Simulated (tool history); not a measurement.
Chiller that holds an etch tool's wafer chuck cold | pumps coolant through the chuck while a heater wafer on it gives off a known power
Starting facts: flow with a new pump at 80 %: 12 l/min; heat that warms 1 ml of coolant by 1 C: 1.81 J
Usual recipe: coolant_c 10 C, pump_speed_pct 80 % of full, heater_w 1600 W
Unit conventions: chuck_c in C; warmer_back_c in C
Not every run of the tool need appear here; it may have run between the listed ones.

run,hour,coolant_c,pump_speed_pct,heater_w,chuck_c,warmer_back_c
1,0,10,80,1600,22.2,4.56
2,158.2,10,80,1600,22.4,4.54
3,292.9,10,80,1220,19.7,3.44
4,406.2,4,80,1220,13.7,3.52
5,564.2,4,80,1263,13.9,3.65
6,754,4,80,1263,14.2,3.7
# hour 802.2: coolant changed, channels flushed
7,918.1,4,80,1263,13.4,3.6
8,1102.3,10,66,1600,24.5,5.84
9,1208.4,10,66,1600,24.5,5.77
10,1335.2,10,66,1600,24.5,5.91
11,1515.8,10,66,1600,24.7,5.94
12,1626.3,10,80,1600,22.2,4.79
13,1804.6,10,80,1600,22.4,4.83
14,1921.9,14,80,1600,26.5,4.77
15,2025.5,14,80,1600,26.5,4.83
16,2191.3,10,80,1600,22.5,4.82
17,2310.5,19,95,1600,29.8,3.99
18,2510.1,9,95,1239,17.3,3.08
19,2669.3,16,69,850,24,3.11
20,2787.7,16,69,850,24.2,3.15
21,2894.2,16,70,1749,32.1,6.37
22,3068.2,10,80,953,17.9,3
23,3205,16,69,953,25.3,3.62
24,3307.5,16,69,953,25.6,3.55
25,3490.8,2,87,925,9.2,2.64
26,3627.5,17,98,925,23.4,2.4
27,3754.6,3,83,1243,13.3,3.8
28,3895.5,18,94,2277,34.7,6.13
29,4002.6,18,94,2277,34.7,6.14
30,4159.5,4,64,2214,27.8,9.3
31,4328.7,4,64,2214,28.1,9.35
32,4454.2,4,64,2214,28.3,9.33

Branching from run 32: 3 alternative next runs. What would each branch give?
A,4657.9,14,64,2214,?,?
B,4657.9,3,64,1316,?,?
C,4657.9,9,80,1715,?,?

run,chuck_c,warmer_back_c
A,38.7,9.49
B,17.7,5.61
C,24.4,5.7
Take away the tool's hidden state, keep each run's random variation, and the runs would have read:
run,chuck_c,warmer_back_c
A,33.3,7.89
B,14.3,4.66
C,20.9,4.74
